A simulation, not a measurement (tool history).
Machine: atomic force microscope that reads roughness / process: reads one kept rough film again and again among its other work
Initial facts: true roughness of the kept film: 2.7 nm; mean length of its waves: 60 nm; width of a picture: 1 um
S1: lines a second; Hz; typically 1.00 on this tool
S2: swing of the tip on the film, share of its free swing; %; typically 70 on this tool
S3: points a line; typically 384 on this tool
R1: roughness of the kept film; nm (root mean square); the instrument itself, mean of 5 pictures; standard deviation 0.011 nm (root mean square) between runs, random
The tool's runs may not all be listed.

run,hour,S1,S2,S3,R1
1,0.0,1.00,70,384,2.453
2,33.8,0.60,70,384,2.500
3,68.1,0.60,70,384,2.455
4,103.1,0.66,70,384,2.442
5,120.9,0.66,70,384,2.433
6,145.7,2.60,70,384,2.158
7,173.4,2.60,70,428,2.137
8,193.4,0.77,70,384,2.371
# hour 202.6: new tip fitted
9,222.3,0.77,70,384,2.476
10,253.6,0.77,70,384,2.460
11,290.3,1.45,70,384,2.345
12,317.5,1.00,70,382,2.404
13,349.9,1.00,70,278,2.356
14,379.5,1.00,57,509,2.435
# hour 403.7: new tip fitted
15,411.0,1.00,57,509,2.547
16,441.4,0.99,74,509,2.390
17,458.9,3.93,79,577,1.813
18,493.7,2.58,73,388,2.111
19,519.1,2.58,73,388,2.115
20,534.4,2.58,73,388,2.086
21,569.1,2.58,73,388,2.092
22,585.4,3.36,80,388,1.798
23,603.8,0.56,80,336,2.355

Predict each of these 3 candidate next runs independently; none follows another, all start after run 23:
# hour 606.8: new tip fitted
A,635.5,1.00,73,535,?
# hour 606.8: new tip fitted
B,635.5,0.56,56,336,?
# hour 606.8: new tip fitted
C,635.5,0.87,80,640,?

run,R1
A,2.423
B,2.543
C,2.373
Without the tool's hidden state the same runs would have given:
run,R1
A,2.464
B,2.587
C,2.414
